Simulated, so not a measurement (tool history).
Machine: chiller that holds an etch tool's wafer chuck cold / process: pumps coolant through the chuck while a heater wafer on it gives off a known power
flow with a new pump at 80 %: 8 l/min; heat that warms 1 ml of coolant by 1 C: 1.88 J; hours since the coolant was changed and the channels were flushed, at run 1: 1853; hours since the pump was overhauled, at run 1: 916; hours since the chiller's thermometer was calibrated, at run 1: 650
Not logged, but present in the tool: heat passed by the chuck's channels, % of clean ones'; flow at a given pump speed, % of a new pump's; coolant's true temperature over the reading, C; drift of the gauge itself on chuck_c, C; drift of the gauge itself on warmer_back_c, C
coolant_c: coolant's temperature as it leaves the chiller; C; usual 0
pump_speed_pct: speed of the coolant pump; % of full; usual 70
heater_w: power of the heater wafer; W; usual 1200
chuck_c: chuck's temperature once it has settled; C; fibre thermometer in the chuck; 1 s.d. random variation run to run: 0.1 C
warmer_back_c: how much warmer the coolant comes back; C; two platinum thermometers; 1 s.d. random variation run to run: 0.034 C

| run | day | coolant_c | pump_speed_pct | heater_w | hours since the coolant was changed and the channels were flushed | hours since the pump was overhauled | hours since the chiller's thermometer was calibrated | chuck_c | warmer_back_c |
|---|---|---|---|---|---|---|---|---|---|
| 1 | 0.000 | 0 | 70 | 1200 | 1853 | 916 | 650 | 9.7 | 5.61 |
| 2 | 0.867 | 0 | 70 | 1200 | 1874 | 937 | 670 | 9.6 | 5.60 |
| 3 | 2.246 | 0 | 70 | 643 | 1907 | 970 | 703 | 5.2 | 2.99 |
| 4 | 3.183 | 0 | 98 | 1200 | 1929 | 993 | 726 | 7.5 | 3.86 |
| 5 | 4.525 | 0 | 98 | 1200 | 1961 | 1025 | 758 | 7.5 | 3.87 |
| 6 | 5.521 | 0 | 98 | 1200 | 1985 | 1049 | 782 | 7.5 | 3.89 |
| 7 | 6.842 | 0 | 98 | 1200 | 2017 | 1080 | 814 | 7.4 | 3.85 |
| 8 | 7.746 | 0 | 70 | 1200 | 2039 | 1102 | 835 | 9.7 | 5.62 |
| 9 | 8.408 | 0 | 62 | 1200 | 2055 | 1118 | 851 | 10.7 | 6.44 |
| 10 | 9.350 | 0 | 62 | 1200 | 2077 | 1141 | 874 | 10.6 | 6.42 |
| 11 | 10.608 | -9 | 70 | 1200 | 2107 | 1171 | 904 | 0.6 | 5.66 |
| 12 | 11.512 | -3 | 70 | 1200 | 2129 | 1193 | 926 | 6.7 | 5.63 |
| 13 | 12.246 | -3 | 70 | 1200 | 2147 | 1210 | 943 | 6.6 | 5.62 |
| 14 | 12.838 | 0 | 76 | 1200 | 2161 | 1224 | 958 | 9.1 | 5.19 |
|  | 12.983 | chiller's thermometer calibrated |
| 15 | 13.917 | 0 | 70 | 1200 | 2186 | 1249 | 22 | 9.6 | 5.65 |
| 16 | 15.167 | 0 | 70 | 1200 | 2216 | 1279 | 52 | 9.7 | 5.67 |
| 17 | 16.396 | -1 | 67 | 857 | 2245 | 1309 | 82 | 5.8 | 4.21 |
| 18 | 17.783 | -1 | 70 | 1566 | 2279 | 1342 | 115 | 11.6 | 7.41 |
| 19 | 19.138 | -1 | 70 | 1557 | 2311 | 1375 | 148 | 11.5 | 7.42 |
| 20 | 20.025 | -1 | 70 | 1557 | 2332 | 1396 | 169 | 11.5 | 7.37 |
| 21 | 20.850 | 0 | 72 | 1200 | 2352 | 1416 | 189 | 9.3 | 5.50 |
|  | 21.346 | chiller's thermometer calibrated, once more |
| 22 | 21.808 | 9 | 70 | 960 | 2374 | 1438 | 11 | 16.9 | 4.48 |
| 23 | 22.546 | -1 | 77 | 1376 | 2392 | 1455 | 29 | 9.9 | 5.82 |
| 24 | 23.912 | 6 | 77 | 1379 | 2425 | 1488 | 62 | 16.8 | 5.88 |
| 25 | 25.171 | 6 | 77 | 1379 | 2455 | 1518 | 92 | 16.7 | 5.89 |
| 26 | 25.796 | 1 | 74 | 1258 | 2470 | 1533 | 107 | 11.1 | 5.60 |
| 27 | 26.738 | 1 | 74 | 938 | 2493 | 1556 | 129 | 8.6 | 4.18 |
| 28 | 28.004 | 1 | 74 | 938 | 2523 | 1586 | 160 | 8.5 | 4.24 |
| 29 | 29.088 | 1 | 74 | 938 | 2549 | 1612 | 186 | 8.4 | 4.18 |
| 30 | 29.750 | 0 | 74 | 969 | 2565 | 1628 | 202 | 7.8 | 4.36 |
| 31 | 30.508 | 0 | 74 | 969 | 2583 | 1646 | 220 | 7.7 | 4.28 |

Predict each of these 3 candidate next runs independently; none follows another, all start after run 31:
| A | 31.729 | 0 | 83 | 969 | 2612 | 1676 | 249 | ? | ? |
| B | 31.729 | 0 | 70 | 630 | 2612 | 1676 | 249 | ? | ? |
| C | 31.729 | 0 | 73 | 969 | 2612 | 1676 | 249 | ? | ? |

| run | chuck_c | warmer_back_c |
|---|---|---|
| A | 7.3 | 3.73 |
| B | 5.1 | 2.96 |
| C | 7.9 | 4.42 |
What these runs would have given with no unlogged condition in the tool:
| run | chuck_c | warmer_back_c |
|---|---|---|
| A | 6.7 | 3.63 |
| B | 4.8 | 2.88 |
| C | 7.3 | 4.30 |
